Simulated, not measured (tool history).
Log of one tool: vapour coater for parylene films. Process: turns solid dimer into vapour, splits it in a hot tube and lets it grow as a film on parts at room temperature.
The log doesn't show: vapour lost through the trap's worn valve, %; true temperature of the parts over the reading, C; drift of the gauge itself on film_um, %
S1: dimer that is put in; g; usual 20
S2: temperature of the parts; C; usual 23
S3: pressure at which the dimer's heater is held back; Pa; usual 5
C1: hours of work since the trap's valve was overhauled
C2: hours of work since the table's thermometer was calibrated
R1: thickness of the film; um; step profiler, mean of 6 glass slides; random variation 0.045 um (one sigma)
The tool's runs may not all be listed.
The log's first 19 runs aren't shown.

{"run": 20, "day": 15.688, "S1": 20, "S2": 18, "S3": 5, "C1": 254, "C2": 14, "R1": 5.9}
{"run": 21, "day": 16.55, "S1": 20, "S2": 23, "S3": 2.21, "C1": 268, "C2": 28, "R1": 4.87}
{"run": 22, "day": 17.129, "S1": 20, "S2": 23, "S3": 2.21, "C1": 278, "C2": 38, "R1": 4.88}
{"run": 23, "day": 18.112, "S1": 20, "S2": 23, "S3": 2.21, "C1": 294, "C2": 54, "R1": 4.83}
{"run": 24, "day": 18.846, "S1": 23, "S2": 28, "S3": 5.41, "C1": 306, "C2": 66, "R1": 4.07}
{"run": 25, "day": 19.675, "S1": 20, "S2": 23, "S3": 5.87, "C1": 319, "C2": 79, "R1": 4.46}
{"run": 26, "day": 20.2, "S1": 12, "S2": 18, "S3": 3.29, "C1": 328, "C2": 88, "R1": 3.61}
{"run": 27, "day": 21.196, "S1": 12, "S2": 18, "S3": 7.3, "C1": 344, "C2": 104, "R1": 3.41}
{"run": 28, "day": 22.35, "S1": 12, "S2": 18, "S3": 7.3, "C1": 363, "C2": 123, "R1": 3.3}
{"run": 29, "day": 23.271, "S1": 31, "S2": 22, "S3": 2.7, "C1": 378, "C2": 138, "R1": 7.64}
{"run": 30, "day": 23.954, "S1": 21, "S2": 18, "S3": 5, "C1": 389, "C2": 149, "R1": 6.04}
{"run": 31, "day": 24.867, "S1": 14, "S2": 16, "S3": 5, "C1": 404, "C2": 164, "R1": 4.39}
{"run": 32, "day": 25.529, "S1": 17, "S2": 22, "S3": 3.32, "C1": 414, "C2": 175, "R1": 4.13}
{"run": 33, "day": 26.392, "S1": 15, "S2": 19, "S3": 4.63, "C1": 429, "C2": 189, "R1": 4.06}
{"run": 34, "day": 27.204, "S1": 15, "S2": 28, "S3": 2.57, "C1": 442, "C2": 202, "R1": 2.71}
{"run": 35, "day": 28.004, "S1": 20, "S2": 24, "S3": 11.92, "C1": 455, "C2": 215, "R1": 3.89}
{"run": 36, "day": 28.554, "S1": 20, "S2": 32, "S3": 7.06, "C1": 464, "C2": 224, "R1": 2.76}
{"run": 37, "day": 29.458, "S1": 20, "S2": 32, "S3": 7.06, "C1": 478, "C2": 239, "R1": 2.72}
{"run": 38, "day": 30.633, "S1": 20, "S2": 32, "S3": 7.06, "C1": 498, "C2": 258, "R1": 2.69}
{"day": 31.358, "done": "trap's valve overhauled"}
{"run": 39, "day": 31.421, "S1": 20, "S2": 32, "S3": 7.06, "C1": 1, "C2": 268, "R1": 3.11}
{"run": 40, "day": 32.654, "S1": 15, "S2": 35, "S3": 3.23, "C1": 21, "C2": 288, "R1": 2.11}
{"run": 41, "day": 33.817, "S1": 20, "S2": 16, "S3": 11, "C1": 40, "C2": 307, "R1": 6.66}
{"run": 42, "day": 34.508, "S1": 14, "S2": 23, "S3": 3.79, "C1": 51, "C2": 318, "R1": 3.51}
{"run": 43, "day": 35.258, "S1": 9, "S2": 24, "S3": 2.49, "C1": 64, "C2": 331, "R1": 2.22}

5 ways to go on from here, each from the tool as it stands after run 43. What would each give?
{"run": "A", "day": 36.475, "S1": 10, "S2": 25, "S3": 3.77, "C1": 83, "C2": 350, "R1": "?"}
{"run": "B", "day": 36.475, "S1": 9, "S2": 23, "S3": 2.49, "C1": 83, "C2": 350, "R1": "?"}
{"run": "C", "day": 36.475, "S1": 10, "S2": 35, "S3": 2.27, "C1": 83, "C2": 350, "R1": "?"}
{"run": "D", "day": 36.475, "S1": 28, "S2": 15, "S3": 6.43, "C1": 83, "C2": 350, "R1": "?"}
{"run": "E", "day": 36.475, "S1": 9, "S2": 25, "S3": 10.03, "C1": 83, "C2": 350, "R1": "?"}

run=A R1=2.23
run=B R1=2.27
run=C R1=1.42
run=D R1=9.93
run=E R1=1.85
Without the tool's hidden state the same runs would have given:
run=A R1=2.29
run=B R1=2.32
run=C R1=1.45
run=D R1=10.18
run=E R1=1.89
